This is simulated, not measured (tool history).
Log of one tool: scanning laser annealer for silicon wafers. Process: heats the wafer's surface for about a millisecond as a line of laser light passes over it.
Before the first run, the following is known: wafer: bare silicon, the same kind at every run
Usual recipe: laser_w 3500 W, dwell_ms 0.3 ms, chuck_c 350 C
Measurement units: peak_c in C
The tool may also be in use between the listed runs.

run,hour,laser_w,dwell_ms,chuck_c,peak_c
1,0,3500,0.3,350,1135
2,21.1,3500,0.3,350,1138
3,52.7,3500,0.3,350,1133
4,76.1,3500,0.3,350,1131
5,114.7,3500,0.3,350,1128
6,144.8,3500,0.3,338,1115
7,182.9,3500,0.3,350,1127
8,226.7,3500,0.3,350,1123
# hour 252.1: optics aligned, line set to its width
9,274.5,3500,0.3,316,1106
10,296.3,3661,0.3,349,1176
11,316.8,3354,0.303,351,1107

Run 12 is up next; what results do you expect?
12,342.5,3829,0.324,355,?

{"run 12": {"peak_c": 1264}}
Had the tool carried no hidden state, the very same run would have given peak_c 1304 C.
